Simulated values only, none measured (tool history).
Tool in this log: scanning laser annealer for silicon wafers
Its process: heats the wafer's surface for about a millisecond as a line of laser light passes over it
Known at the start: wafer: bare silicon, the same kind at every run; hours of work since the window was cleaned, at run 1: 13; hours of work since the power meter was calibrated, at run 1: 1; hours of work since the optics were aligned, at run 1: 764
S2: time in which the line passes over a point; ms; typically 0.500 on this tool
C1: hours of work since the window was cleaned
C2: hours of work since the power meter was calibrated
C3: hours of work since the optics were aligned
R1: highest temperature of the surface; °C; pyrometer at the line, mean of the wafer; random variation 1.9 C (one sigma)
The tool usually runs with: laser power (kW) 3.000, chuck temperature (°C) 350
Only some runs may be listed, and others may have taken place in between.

Run 1, hour 0.0: usual settings; C1 13; C2 1; C3 764. Result: R1 1165 °C.
Run 2, hour 6.0: usual settings but chuck temperature (°C) 375; C1 17; C2 5; C3 768. Result: R1 1194 °C.
Run 3, hour 18.0: usual settings but chuck temperature (°C) 375; C1 26; C2 14; C3 777. Result: R1 1194 °C.
Run 4, hour 29.4: usual settings but laser power (kW) 2.916, chuck temperature (°C) 375; C1 34; C2 22; C3 785. Result: R1 1166 °C.
Run 5, hour 40.7: usual settings but laser power (kW) 2.916, chuck temperature (°C) 375; C1 42; C2 30; C3 793. Result: R1 1170 °C.
Run 6, hour 48.2: usual settings but laser power (kW) 2.916, S2 0.361 ms, chuck temperature (°C) 375; C1 47; C2 35; C3 798. Result: R1 1026 °C.
Run 7, hour 57.3: usual settings but laser power (kW) 2.916, S2 0.361 ms, chuck temperature (°C) 375; C1 53; C2 41; C3 804. Result: R1 1023 °C.
Run 8, hour 65.0: usual settings but laser power (kW) 2.916, S2 0.361 ms, chuck temperature (°C) 375; C1 59; C2 47; C3 810. Result: R1 1026 °C.
Run 9, hour 70.5: usual settings but laser power (kW) 2.916, S2 0.361 ms, chuck temperature (°C) 375; C1 62; C2 51; C3 814. Result: R1 1026 °C.
Run 10, hour 81.5: usual settings but laser power (kW) 2.916, S2 0.361 ms, chuck temperature (°C) 375; C1 70; C2 58; C3 821. Result: R1 1021 °C.
Run 11, hour 89.4: usual settings but laser power (kW) 2.916, S2 0.361 ms, chuck temperature (°C) 375; C1 76; C2 64; C3 827. Result: R1 1022 °C.
Run 12, hour 97.1: usual settings but laser power (kW) 2.916, S2 0.361 ms, chuck temperature (°C) 375; C1 81; C2 69; C3 832. Result: R1 1026 °C.
Run 13, hour 108.3: usual settings but laser power (kW) 3.078, S2 0.361 ms, chuck temperature (°C) 375; C1 89; C2 77; C3 840. Result: R1 1069 °C.
Run 14, hour 118.4: usual settings; C1 96; C2 84; C3 847. Result: R1 1172 °C.
Run 15, hour 125.0: usual settings but chuck temperature (°C) 374; C1 101; C2 89; C3 852. Result: R1 1193 °C.
Run 16, hour 136.8: usual settings but S2 0.589 ms; C1 109; C2 97; C3 860. Result: R1 1257 °C.
Run 17, hour 142.0: usual settings but S2 0.589 ms; C1 113; C2 101; C3 864. Result: R1 1254 °C.
Run 18, hour 148.0: usual settings but S2 0.589 ms; C1 117; C2 105; C3 868. Result: R1 1256 °C.
Run 19, hour 153.7: usual settings but laser power (kW) 3.156, S2 0.540 ms, chuck temperature (°C) 333; C1 121; C2 109; C3 872. Result: R1 1247 °C.
Run 20, hour 162.3: usual settings but laser power (kW) 3.156, S2 0.540 ms, chuck temperature (°C) 333; C1 127; C2 115; C3 878. Result: R1 1244 °C.
Run 21, hour 174.4: usual settings but laser power (kW) 3.262, S2 0.540 ms, chuck temperature (°C) 359; C1 135; C2 124; C3 887. Result: R1 1310 °C.
Run 22, hour 180.6: usual settings but laser power (kW) 2.725, S2 0.568 ms, chuck temperature (°C) 382; C1 140; C2 128; C3 891. Result: R1 1171 °C.
Run 23, hour 189.3: usual settings but laser power (kW) 2.670, S2 0.617 ms; C1 146; C2 134; C3 897. Result: R1 1154 °C.
Run 24, hour 194.8: usual settings but laser power (kW) 2.670, S2 0.617 ms; C1 150; C2 138; C3 901. Result: R1 1155 °C.
Run 25, hour 201.4: usual settings but laser power (kW) 3.207, S2 0.617 ms, chuck temperature (°C) 358; C1 154; C2 143; C3 906. Result: R1 1364 °C.
Run 26, hour 213.0: usual settings but laser power (kW) 2.606; C1 163; C2 151; C3 914. Result: R1 1038 °C.
Run 27, hour 219.4: usual settings but laser power (kW) 2.606; C1 167; C2 155; C3 918. Result: R1 1038 °C.
Run 28, hour 231.8: usual settings but chuck temperature (°C) 342; C1 176; C2 164; C3 927. Result: R1 1161 °C.
Run 29, hour 243.7: usual settings but laser power (kW) 2.582, S2 0.602 ms, chuck temperature (°C) 359; C1 184; C2 172; C3 935. Result: R1 1118 °C.
Run 30, hour 252.6: usual settings but laser power (kW) 2.582, S2 0.602 ms, chuck temperature (°C) 359; C1 190; C2 179; C3 942. Result: R1 1121 °C.
Run 31, hour 264.1: usual settings but laser power (kW) 3.022, S2 0.366 ms, chuck temperature (°C) 359; C1 199; C2 187; C3 950. Result: R1 1044 °C.
Run 32, hour 275.1: usual settings but laser power (kW) 3.022, S2 0.548 ms, chuck temperature (°C) 361; C1 206; C2 195; C3 957. Result: R1 1233 °C.
Run 33, hour 280.8: usual settings but laser power (kW) 3.022, S2 0.548 ms, chuck temperature (°C) 361; C1 210; C2 199; C3 961. Result: R1 1233 °C.

Each row is a separate what-if for the run after 33, all from the same tool condition, not one after another. Results?
Run A, hour 289.9: usual settings but S2 0.540 ms, chuck temperature (°C) 316; C1 217; C2 205; C3 968. Result: R1 ?.
Run B, hour 289.9: usual settings but laser power (kW) 2.647, S2 0.454 ms; C1 217; C2 205; C3 968. Result: R1 ?.
Run C, hour 289.9: usual settings but S2 0.582 ms; C1 217; C2 205; C3 968. Result: R1 ?.
Run D, hour 289.9: usual settings but laser power (kW) 3.024, S2 0.491 ms, chuck temperature (°C) 361; C1 217; C2 205; C3 968. Result: R1 ?.

run    R1
  A  1177
  B  1015
  C  1246
  D  1182
Had the tool no hidden state, the same runs would have come out as:
run    R1
  A  1177
  B  1015
  C  1247
  D  1183
